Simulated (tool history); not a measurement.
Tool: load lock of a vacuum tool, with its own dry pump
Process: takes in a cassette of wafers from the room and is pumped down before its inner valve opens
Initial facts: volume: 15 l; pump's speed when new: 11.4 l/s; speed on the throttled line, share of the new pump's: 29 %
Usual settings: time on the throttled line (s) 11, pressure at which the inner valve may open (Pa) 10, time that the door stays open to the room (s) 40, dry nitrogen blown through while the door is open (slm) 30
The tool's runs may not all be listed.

run,day,time on the throttled line (s),pressure at which the inner valve may open (Pa),time that the door stays open to the room (s),dry nitrogen blown through while the door is open (slm),"incoming humidity of the room's air, %",time from the closed door until the inner valve may open (s),rise of the pressure with all valves shut (Pa/min)
1,0.000,11,10,40,30,46.3,20.1,0.041
2,2.979,11,10,40,30,46.2,20.1,0.037
3,6.779,11,10,40,30,40.8,19.9,0.038
4,11.900,11,10,40,30,43.6,20.2,0.037
5,16.850,11,10,40,30,48.0,20.2,0.041
6,22.458,11,20,40,30,42.7,19.3,0.038
7,28.942,11,20,40,30,44.9,19.1,0.037
8,35.688,11,20,40,30,41.5,19.0,0.038
9,38.571,7,10,40,30,46.8,17.4,0.044
10,43.200,11,10,40,15,46.4,20.2,0.061
11,50.008,11,10,40,15,43.2,20.1,0.053
12,55.004,11,10,40,30,45.3,20.2,0.043
13,58.908,11,10,40,30,42.3,20.1,0.043
14,63.258,11,10,40,30,44.8,19.9,0.045
15,66.550,11,10,40,30,43.7,20.0,0.044
16,72.229,11,10,40,30,42.4,20.1,0.040
17,77.325,11,10,40,30,42.3,20.1,0.034
18,81.400,11,10,40,30,43.6,20.1,0.038
19,85.288,13,14,40,30,47.2,21.1,0.045
20,88.467,11,13,40,30,43.8,19.9,0.047
21,92.633,11,13,40,30,41.6,19.6,0.040
22,98.838,9,14,41,30,41.5,18.4,0.041
23,103.079,21,7,40,10,40.9,27.6,0.064
24,107.642,21,7,40,10,49.0,27.7,0.062
25,114.346,21,7,40,10,42.0,27.5,0.064
26,120.825,11,19,187,14,48.1,19.1,0.155
27,127.117,11,19,187,14,43.8,19.3,0.143
28,131.946,11,12,83,18,45.0,19.8,0.081
29,136.162,11,12,83,18,44.5,19.9,0.082
30,139.962,11,16,40,30,45.7,19.4,0.042
31,144.833,11,16,40,30,48.3,19.3,0.046
32,147.700,11,16,40,30,43.6,19.3,0.043
33,150.521,11,16,40,30,46.1,19.2,0.038

Consider 4 possible next runs. They are alternatives, not a sequence: every one starts from the tool as it was left by run 33. What does each give?
A,153.646,11,15,40,37,44.1,?,?
B,153.646,11,20,40,30,46.5,?,?
C,153.646,8,8,40,4,43.4,?,?
D,153.646,11,19,40,5,45.7,?,?

run,time from the closed door until the inner valve may open (s),rise of the pressure with all valves shut (Pa/min)
A,19.4,0.036
B,19.1,0.044
C,18.3,0.068
D,19.2,0.070
With no hidden state in the tool, these same runs would have given:
run,time from the closed door until the inner valve may open (s),rise of the pressure with all valves shut (Pa/min)
A,19.4,0.036
B,19.1,0.044
C,18.3,0.068
D,19.2,0.069
